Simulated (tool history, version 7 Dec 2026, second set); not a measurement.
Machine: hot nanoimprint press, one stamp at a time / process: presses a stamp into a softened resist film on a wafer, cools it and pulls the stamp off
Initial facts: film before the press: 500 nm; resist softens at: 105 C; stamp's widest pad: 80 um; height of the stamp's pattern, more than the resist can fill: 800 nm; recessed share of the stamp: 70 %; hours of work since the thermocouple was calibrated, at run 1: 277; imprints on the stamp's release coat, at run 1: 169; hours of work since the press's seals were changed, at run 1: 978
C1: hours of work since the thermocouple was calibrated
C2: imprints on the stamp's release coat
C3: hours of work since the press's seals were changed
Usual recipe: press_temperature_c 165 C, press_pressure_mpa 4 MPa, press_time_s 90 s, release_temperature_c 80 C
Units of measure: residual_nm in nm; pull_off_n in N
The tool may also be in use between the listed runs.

{"run": 1, "hour": 0.0, "press_temperature_c": 165, "press_pressure_mpa": 4, "press_time_s": 90, "release_temperature_c": 80, "C1": 277, "C2": 169, "C3": 978, "residual_nm": 209.9, "pull_off_n": 137}
{"hour": 73.4, "done": "plate thermocouple calibrated"}
{"run": 2, "hour": 98.1, "press_temperature_c": 165, "press_pressure_mpa": 4, "press_time_s": 90, "release_temperature_c": 80, "C1": 16, "C2": 549, "C3": 1040, "residual_nm": 207.9, "pull_off_n": 142}
{"run": 3, "hour": 146.1, "press_temperature_c": 165, "press_pressure_mpa": 4, "press_time_s": 90, "release_temperature_c": 80, "C1": 48, "C2": 741, "C3": 1072, "residual_nm": 207.7, "pull_off_n": 147}
{"run": 4, "hour": 224.9, "press_temperature_c": 174, "press_pressure_mpa": 4, "press_time_s": 90, "release_temperature_c": 80, "C1": 99, "C2": 1055, "C3": 1124, "residual_nm": 140.1, "pull_off_n": 149}
{"run": 5, "hour": 273.9, "press_temperature_c": 167, "press_pressure_mpa": 4, "press_time_s": 90, "release_temperature_c": 80, "C1": 132, "C2": 1251, "C3": 1156, "residual_nm": 188.8, "pull_off_n": 152}
{"run": 6, "hour": 314.2, "press_temperature_c": 174, "press_pressure_mpa": 4, "press_time_s": 90, "release_temperature_c": 80, "C1": 158, "C2": 1412, "C3": 1182, "residual_nm": 139.2, "pull_off_n": 155}
{"hour": 363.5, "done": "plate thermocouple calibrated, once more"}
{"hour": 369.5, "done": "stamp cleaned and given a new release coat"}
{"run": 7, "hour": 371.2, "press_temperature_c": 165, "press_pressure_mpa": 4, "press_time_s": 66, "release_temperature_c": 80, "C1": 1, "C2": 7, "C3": 1214, "residual_nm": 235.3, "pull_off_n": 138}
{"run": 8, "hour": 457.5, "press_temperature_c": 165, "press_pressure_mpa": 4, "press_time_s": 66, "release_temperature_c": 80, "C1": 58, "C2": 352, "C3": 1270, "residual_nm": 234.4, "pull_off_n": 139}
{"run": 9, "hour": 542.4, "press_temperature_c": 165, "press_pressure_mpa": 4, "press_time_s": 90, "release_temperature_c": 76, "C1": 113, "C2": 691, "C3": 1326, "residual_nm": 210.4, "pull_off_n": 158}
{"run": 10, "hour": 591.2, "press_temperature_c": 165, "press_pressure_mpa": 4, "press_time_s": 90, "release_temperature_c": 76, "C1": 145, "C2": 886, "C3": 1358, "residual_nm": 210.1, "pull_off_n": 162}
{"hour": 618.6, "done": "press's hydraulic seals changed and the load cell set to zero"}
{"run": 11, "hour": 649.4, "press_temperature_c": 165, "press_pressure_mpa": 4, "press_time_s": 90, "release_temperature_c": 76, "C1": 178, "C2": 1086, "C3": 20, "residual_nm": 205.4, "pull_off_n": 162}
{"run": 12, "hour": 742.5, "press_temperature_c": 165, "press_pressure_mpa": 4, "press_time_s": 90, "release_temperature_c": 86, "C1": 240, "C2": 1459, "C3": 81, "residual_nm": 204.3, "pull_off_n": 136}
{"hour": 778.7, "done": "stamp cleaned and given a new release coat"}
{"run": 13, "hour": 790.0, "press_temperature_c": 165, "press_pressure_mpa": 4, "press_time_s": 90, "release_temperature_c": 86, "C1": 267, "C2": 46, "C3": 109, "residual_nm": 203.5, "pull_off_n": 120}
{"run": 14, "hour": 863.4, "press_temperature_c": 165, "press_pressure_mpa": 4, "press_time_s": 90, "release_temperature_c": 86, "C1": 315, "C2": 339, "C3": 157, "residual_nm": 203.1, "pull_off_n": 122}
{"hour": 875.9, "done": "plate thermocouple calibrated"}
{"run": 15, "hour": 933.4, "press_temperature_c": 165, "press_pressure_mpa": 4, "press_time_s": 90, "release_temperature_c": 86, "C1": 38, "C2": 606, "C3": 201, "residual_nm": 209.5, "pull_off_n": 128}
{"run": 16, "hour": 1011.9, "press_temperature_c": 165, "press_pressure_mpa": 4, "press_time_s": 90, "release_temperature_c": 86, "C1": 89, "C2": 920, "C3": 252, "residual_nm": 209.1, "pull_off_n": 132}
{"run": 17, "hour": 1062.6, "press_temperature_c": 165, "press_pressure_mpa": 4, "press_time_s": 90, "release_temperature_c": 86, "C1": 122, "C2": 1123, "C3": 285, "residual_nm": 209, "pull_off_n": 133}
{"run": 18, "hour": 1130.1, "press_temperature_c": 177, "press_pressure_mpa": 3.79, "press_time_s": 83, "release_temperature_c": 81, "C1": 167, "C2": 1392, "C3": 330, "residual_nm": 132.1, "pull_off_n": 152}
{"run": 19, "hour": 1171.0, "press_temperature_c": 163, "press_pressure_mpa": 4.08, "press_time_s": 90, "release_temperature_c": 81, "C1": 194, "C2": 1556, "C3": 357, "residual_nm": 224.7, "pull_off_n": 154}
{"hour": 1181.8, "done": "stamp cleaned and given a new release coat"}
{"run": 20, "hour": 1221.1, "press_temperature_c": 166, "press_pressure_mpa": 4.08, "press_time_s": 158, "release_temperature_c": 81, "C1": 223, "C2": 157, "C3": 386, "residual_nm": 159.8, "pull_off_n": 134}
{"run": 21, "hour": 1276.0, "press_temperature_c": 166, "press_pressure_mpa": 4.08, "press_time_s": 158, "release_temperature_c": 81, "C1": 259, "C2": 376, "C3": 422, "residual_nm": 159.4, "pull_off_n": 139}
{"run": 22, "hour": 1361.2, "press_temperature_c": 165, "press_pressure_mpa": 5.28, "press_time_s": 90, "release_temperature_c": 70, "C1": 315, "C2": 717, "C3": 477, "residual_nm": 175.8, "pull_off_n": 175}
{"hour": 1373.4, "done": "plate thermocouple calibrated"}
{"run": 23, "hour": 1446.8, "press_temperature_c": 165, "press_pressure_mpa": 5.6, "press_time_s": 90, "release_temperature_c": 76, "C1": 48, "C2": 1047, "C3": 532, "residual_nm": 175.4, "pull_off_n": 162}
{"run": 24, "hour": 1530.4, "press_temperature_c": 165, "press_pressure_mpa": 5.6, "press_time_s": 179, "release_temperature_c": 88, "C1": 103, "C2": 1381, "C3": 587, "residual_nm": 136, "pull_off_n": 131}
{"hour": 1585.1, "done": "stamp cleaned and given a new release coat"}
{"run": 25, "hour": 1585.1, "press_temperature_c": 165, "press_pressure_mpa": 5.6, "press_time_s": 179, "release_temperature_c": 88, "C1": 135, "C2": 0, "C3": 619, "residual_nm": 136, "pull_off_n": 115}
{"run": 26, "hour": 1667.0, "press_temperature_c": 158, "press_pressure_mpa": 5.6, "press_time_s": 59, "release_temperature_c": 74, "C1": 189, "C2": 327, "C3": 672, "residual_nm": 278, "pull_off_n": 156}
{"run": 27, "hour": 1720.4, "press_temperature_c": 158, "press_pressure_mpa": 6.01, "press_time_s": 58, "release_temperature_c": 74, "C1": 224, "C2": 540, "C3": 707, "residual_nm": 269.5, "pull_off_n": 160}
{"run": 28, "hour": 1819.4, "press_temperature_c": 158, "press_pressure_mpa": 4.85, "press_time_s": 58, "release_temperature_c": 74, "C1": 289, "C2": 936, "C3": 772, "residual_nm": 296, "pull_off_n": 167}
{"hour": 1875.5, "done": "plate thermocouple calibrated"}
{"run": 29, "hour": 1896.6, "press_temperature_c": 165, "press_pressure_mpa": 2.62, "press_time_s": 85, "release_temperature_c": 80, "C1": 14, "C2": 1232, "C3": 821, "residual_nm": 268.9, "pull_off_n": 149}

Each row is a separate what-if for the run after 29, all from the same tool condition, not one after another. Results?
{"hour": 1988.0, "done": "stamp cleaned and given a new release coat"}
{"run": "A", "hour": 1988.0, "press_temperature_c": 171, "press_pressure_mpa": 2.62, "press_time_s": 85, "release_temperature_c": 88, "C1": 70, "C2": 0, "C3": 877, "residual_nm": "?", "pull_off_n": "?"}
{"hour": 1988.0, "done": "stamp cleaned and given a new release coat"}
{"run": "B", "hour": 1988.0, "press_temperature_c": 158, "press_pressure_mpa": 3.42, "press_time_s": 90, "release_temperature_c": 80, "C1": 70, "C2": 0, "C3": 877, "residual_nm": "?", "pull_off_n": "?"}
{"hour": 1988.0, "done": "stamp cleaned and given a new release coat"}
{"run": "C", "hour": 1988.0, "press_temperature_c": 165, "press_pressure_mpa": 4, "press_time_s": 90, "release_temperature_c": 79, "C1": 70, "C2": 0, "C3": 877, "residual_nm": "?", "pull_off_n": "?"}

run=A residual_nm=209.7 pull_off_n=115
run=B residual_nm=310.5 pull_off_n=136
run=C residual_nm=212 pull_off_n=141
Had the tool no hidden state, the same runs would have come out as:
run=A residual_nm=208.3 pull_off_n=115
run=B residual_nm=308.3 pull_off_n=136
run=C residual_nm=209.6 pull_off_n=141
